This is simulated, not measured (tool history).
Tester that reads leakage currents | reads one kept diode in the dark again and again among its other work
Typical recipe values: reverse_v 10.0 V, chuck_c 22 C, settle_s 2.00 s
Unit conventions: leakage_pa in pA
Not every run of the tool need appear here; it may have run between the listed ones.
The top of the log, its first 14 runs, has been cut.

run	hour	reverse_v	chuck_c	settle_s	leakage_pa
15	2129.4	5.2	22	2.00	92.53
# hour 2144.0: tester calibrated
16	2309.8	5.2	22	2.00	92.62
17	2398.8	5.2	22	2.00	92.49
18	2600.6	5.1	35	2.00	234.40
19	2702.4	3.6	46	3.67	419.31
# hour 2737.8: chuck's temperature calibrated
20	2831.3	1.9	22	2.00	57.90
21	2962.0	1.9	22	2.00	57.88
22	3170.4	2.0	22	3.67	59.25
23	3355.1	4.2	22	3.67	83.35
24	3500.7	2.9	59	6.48	853.62
25	3626.3	2.9	59	6.48	855.30
26	3748.3	2.9	59	6.48	849.90
27	3902.8	11.0	59	6.48	1564.67
# hour 3977.7: probe card cleaned and baked
28	4089.2	10.0	22	0.58	129.26
29	4223.1	10.0	22	2.54	123.71
# hour 4425.8: chuck's temperature calibrated
30	4439.8	5.7	40	1.65	346.11
31	4532.7	16.1	40	1.65	557.22
32	4741.0	10.0	22	1.68	125.37
33	4909.3	10.0	22	1.68	124.78

5 options for the next run, each taken on its own from the tool as it stands now. Forecast them:
A	5065.2	10.0	28	2.00	?
B	5065.2	2.3	28	5.02	?
C	5065.2	13.2	26	1.68	?
D	5065.2	10.0	47	2.00	?
E	5065.2	2.4	22	2.00	?

run	leakage_pa
A	194.21
B	98.24
C	190.82
D	710.42
E	64.90
Without the tool's hidden state the same runs would have given:
run	leakage_pa
A	194.21
B	98.25
C	190.81
D	710.52
E	64.91

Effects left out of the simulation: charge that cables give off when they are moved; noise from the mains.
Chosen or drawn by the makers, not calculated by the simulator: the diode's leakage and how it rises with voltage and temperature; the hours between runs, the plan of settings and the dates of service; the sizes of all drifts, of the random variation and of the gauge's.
